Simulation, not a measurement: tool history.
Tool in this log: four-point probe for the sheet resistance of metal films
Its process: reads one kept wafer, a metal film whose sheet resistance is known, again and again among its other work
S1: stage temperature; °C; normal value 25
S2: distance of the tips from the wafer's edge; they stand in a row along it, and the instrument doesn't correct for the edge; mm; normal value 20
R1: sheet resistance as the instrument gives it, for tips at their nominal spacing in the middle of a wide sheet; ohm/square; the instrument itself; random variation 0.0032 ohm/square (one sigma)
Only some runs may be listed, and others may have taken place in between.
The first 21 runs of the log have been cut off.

{"run": 22, "hour": 238.3, "S1": 19, "S2": 41, "R1": 16.126218}
{"run": 23, "hour": 246.5, "S1": 19, "S2": 41, "R1": 16.12358}
{"run": 24, "hour": 262.2, "S1": 32, "S2": 5, "R1": 16.144478}
{"run": 25, "hour": 275.6, "S1": 32, "S2": 5, "R1": 16.146451}
{"run": 26, "hour": 290.2, "S1": 23, "S2": 50, "R1": 16.104725}
{"run": 27, "hour": 301.7, "S1": 20, "S2": 7, "R1": 16.163355}
{"run": 28, "hour": 313.5, "S1": 21, "S2": 8, "R1": 16.149106}
{"run": 29, "hour": 322.2, "S1": 28, "S2": 3, "R1": 16.320611}
{"run": 30, "hour": 333.4, "S1": 28, "S2": 3, "R1": 16.321821}

The next listed run, before its measurement:
{"run": 31, "hour": 345.0, "S1": 18, "S2": 7, "R1": "?"}

Run 31 gave R1 16.171072 ohm/square.
Without the tool's hidden state the same run would have given R1 16.141530 ohm/square.
